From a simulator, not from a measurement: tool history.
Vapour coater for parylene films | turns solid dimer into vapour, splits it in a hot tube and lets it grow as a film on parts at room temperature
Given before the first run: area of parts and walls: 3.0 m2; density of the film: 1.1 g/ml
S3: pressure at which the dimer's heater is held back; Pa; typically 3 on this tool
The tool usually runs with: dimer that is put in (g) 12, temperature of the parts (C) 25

Run 1, day 0: usual settings. Result: thickness of the film (um) 2.5.
Run 2, day 1.979: usual settings. Result: thickness of the film (um) 2.54.
Run 3, day 3.204: usual settings. Result: thickness of the film (um) 2.43.
Run 4, day 4.054: usual settings. Result: thickness of the film (um) 2.54.
Run 5, day 5.5: usual settings but S3 11.88 Pa. Result: thickness of the film (um) 2.2.
Run 6, day 6.6: usual settings but S3 11.88 Pa. Result: thickness of the film (um) 2.2.
Run 7, day 8.05: usual settings but dimer that is put in (g) 16. Result: thickness of the film (um) 3.24.
Run 8, day 9.354: usual settings but dimer that is put in (g) 16. Result: thickness of the film (um) 3.18.
Run 9, day 10.621: usual settings but dimer that is put in (g) 16. Result: thickness of the film (um) 3.19.
Run 10, day 12.279: usual settings but dimer that is put in (g) 16. Result: thickness of the film (um) 3.18.
Run 11, day 14.192: usual settings but dimer that is put in (g) 16, temperature of the parts (C) 37, S3 11.11 Pa. Result: thickness of the film (um) 1.58.
Run 12, day 15.629: usual settings but dimer that is put in (g) 9, temperature of the parts (C) 33, S3 6.81 Pa. Result: thickness of the film (um) 1.1.
Run 13, day 17.162: usual settings but dimer that is put in (g) 9, temperature of the parts (C) 33, S3 6.81 Pa. Result: thickness of the film (um) 1.12.
Run 14, day 18.608: usual settings but dimer that is put in (g) 9, temperature of the parts (C) 33, S3 6.81 Pa. Result: thickness of the film (um) 1.1.
Run 15, day 19.467: usual settings but dimer that is put in (g) 13, temperature of the parts (C) 33, S3 3.8 Pa. Result: thickness of the film (um) 1.61.
At day 20.592: trap's valve overhauled.
Run 16, day 21.492: usual settings but dimer that is put in (g) 13, temperature of the parts (C) 33, S3 3.8 Pa. Result: thickness of the film (um) 1.88.
Run 17, day 22.712: usual settings but dimer that is put in (g) 17, temperature of the parts (C) 23, S3 9.32 Pa. Result: thickness of the film (um) 3.72.
Run 18, day 24.325: usual settings but temperature of the parts (C) 24, S3 3.99 Pa. Result: thickness of the film (um) 2.66.
Run 19, day 25.992: usual settings but dimer that is put in (g) 7, temperature of the parts (C) 27, S3 9.1 Pa. Result: thickness of the film (um) 1.23.

4 options for the next run, each taken on its own from the tool as it stands now. Forecast them:
Run A, day 27: usual settings but temperature of the parts (C) 20, S3 11.46 Pa. Result: thickness of the film (um) ?.
Run B, day 27: usual settings but dimer that is put in (g) 9, S3 3.16 Pa. Result: thickness of the film (um) ?.
Run C, day 27: usual settings. Result: thickness of the film (um) ?.
Run D, day 27: usual settings but temperature of the parts (C) 28, S3 2.03 Pa. Result: thickness of the film (um) ?.

run  thickness of the film (um)
  A                        2.94
  B                         1.9
  C                        2.56
  D                        2.27
Without the tool's unlogged condition, the same runs would have read:
run  thickness of the film (um)
  A                        3.12
  B                        2.01
  C                        2.71
  D                         2.4
